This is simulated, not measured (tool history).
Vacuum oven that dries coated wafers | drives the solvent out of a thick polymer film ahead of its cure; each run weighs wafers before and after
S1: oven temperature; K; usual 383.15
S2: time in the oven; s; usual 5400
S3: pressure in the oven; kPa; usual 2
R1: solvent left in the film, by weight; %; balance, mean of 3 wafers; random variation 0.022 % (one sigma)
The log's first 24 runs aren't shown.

run 25 hour=395.9 | S1=368.15 S2=3600 S3=4.03 | R1=10.07
run 26 hour=418.6 | S1=375.15 S2=9300 S3=1.89 | R1=2.94
run 27 hour=438.8 | S1=388.15 S2=9300 S3=4.42 | R1=3.88
run 28 hour=460.5 | S1=388.15 S2=9300 S3=4.42 | R1=3.88
run 29 hour=471.5 | S1=383.15 S2=3600 S3=1.68 | R1=3.09
run 30 hour=491.2 | S1=383.15 S2=9660 S3=2 | R1=2.14
run 31 hour=503.2 | S1=376.15 S2=4380 S3=3.49 | R1=6.23
run 32 hour=518.6 | S1=394.15 S2=3960 S3=2.82 | R1=2.17
run 33 hour=537 | S1=394.15 S2=3960 S3=2.82 | R1=2.16
run 34 hour=548.4 | S1=394.15 S2=3960 S3=2.82 | R1=2.16
run 35 hour=564.1 | S1=394.15 S2=3960 S3=2.82 | R1=2.15
run 36 hour=577.6 | S1=394.15 S2=3960 S3=2.82 | R1=2.18
run 37 hour=595.8 | S1=384.15 S2=5400 S3=6.11 | R1=6.37
run 38 hour=614.8 | S1=394.15 S2=3180 S3=2 | R1=1.78
run 39 hour=627.5 | S1=394.15 S2=3180 S3=2 | R1=1.8
run 40 hour=643.5 | S1=395.15 S2=3180 S3=1.6 | R1=1.42
run 41 hour=654.8 | S1=395.15 S2=3180 S3=1.6 | R1=1.42
run 42 hour=669.3 | S1=378.15 S2=5820 S3=1.89 | R1=3.14
run 43 hour=691.6 | S1=369.15 S2=5400 S3=2 | R1=5.97
run 44 hour=713.3 | S1=369.15 S2=5400 S3=2 | R1=5.96
run 45 hour=724.1 | S1=397.15 S2=3540 S3=2 | R1=1.45
run 46 hour=744.4 | S1=382.15 S2=3540 S3=2 | R1=3.72
run 47 hour=764.2 | S1=373.15 S2=6900 S3=4.39 | R1=7.25

3 ways to go on from here, each from the tool as it stands after run 47. What would each give?
run A hour=781.6 | S1=373.15 S2=6600 S3=3.45 | R1=?
run B hour=781.6 | S1=383.15 S2=4020 S3=2 | R1=?
run C hour=781.6 | S1=383.15 S2=4980 S3=2 | R1=?

run=A R1=6.09
run=B R1=3.11
run=C R1=2.67
Without the tool's hidden state the same runs would have given:
run=A R1=6.08
run=B R1=3.11
run=C R1=2.67
